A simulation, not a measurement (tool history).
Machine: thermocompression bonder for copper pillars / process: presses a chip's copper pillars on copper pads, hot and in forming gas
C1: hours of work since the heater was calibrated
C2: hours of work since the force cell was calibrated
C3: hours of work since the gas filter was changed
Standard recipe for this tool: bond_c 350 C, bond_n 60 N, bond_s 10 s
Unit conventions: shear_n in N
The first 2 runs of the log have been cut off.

Run 3, day 0.421: usual settings; C1 31; C2 616; C3 50. Result: shear_n 48.7 N.
Run 4, day 0.700: usual settings; C1 34; C2 619; C3 53. Result: shear_n 47.7 N.
Run 5, day 1.158: usual settings; C1 39; C2 623; C3 58. Result: shear_n 50.1 N.
Run 6, day 1.362: usual settings; C1 41; C2 626; C3 60. Result: shear_n 46.8 N.
Run 7, day 1.617: usual settings; C1 44; C2 628; C3 63. Result: shear_n 48.1 N.
Run 8, day 1.858: usual settings but bond_c 333 C; C1 46; C2 631; C3 65. Result: shear_n 39.1 N.
Run 9, day 2.233: usual settings but bond_c 333 C; C1 50; C2 635; C3 69. Result: shear_n 38.9 N.
Run 10, day 2.633: usual settings but bond_c 333 C; C1 55; C2 639; C3 74. Result: shear_n 40.2 N.
Run 11, day 2.938: usual settings but bond_c 333 C; C1 58; C2 642; C3 77. Result: shear_n 39.1 N.
Run 12, day 3.221: usual settings but bond_c 333 C; C1 61; C2 645; C3 80. Result: shear_n 39.7 N.
Run 13, day 3.567: usual settings; C1 64; C2 649; C3 83. Result: shear_n 47.9 N.
Run 14, day 4.017: usual settings; C1 69; C2 653; C3 88. Result: shear_n 47.5 N.
Run 15, day 4.308: usual settings but bond_n 53 N; C1 72; C2 656; C3 91. Result: shear_n 42.1 N.
Run 16, day 4.708: usual settings but bond_n 53 N; C1 76; C2 661; C3 95. Result: shear_n 42.4 N.
Run 17, day 5.167: usual settings but bond_n 53 N; C1 81; C2 665; C3 100. Result: shear_n 41.8 N.
Run 18, day 5.496: usual settings but bond_n 53 N; C1 85; C2 669; C3 103. Result: shear_n 41.5 N.
Run 19, day 5.938: usual settings but bond_s 6 s; C1 89; C2 674; C3 108. Result: shear_n 39.2 N.
Run 20, day 6.342: usual settings but bond_n 43 N, bond_s 6 s; C1 93; C2 678; C3 112. Result: shear_n 29.2 N.
Run 21, day 6.671: usual settings but bond_n 43 N, bond_s 6 s; C1 97; C2 681; C3 116. Result: shear_n 28.5 N.
Run 22, day 7.129: usual settings but bond_n 48 N, bond_s 22 s; C1 102; C2 686; C3 121. Result: shear_n 50.0 N.

Run 23, settings as shown, results not yet in. Your forecast:
Run 23, day 7.492: usual settings but bond_n 48 N, bond_s 22 s; C1 106; C2 690; C3 124. Result: shear_n ?.

{"run 23": {"shear_n": 50.3}}
On a tool with no hidden condition, and with the same random variation, this run would have come out at shear_n 56.4 N.

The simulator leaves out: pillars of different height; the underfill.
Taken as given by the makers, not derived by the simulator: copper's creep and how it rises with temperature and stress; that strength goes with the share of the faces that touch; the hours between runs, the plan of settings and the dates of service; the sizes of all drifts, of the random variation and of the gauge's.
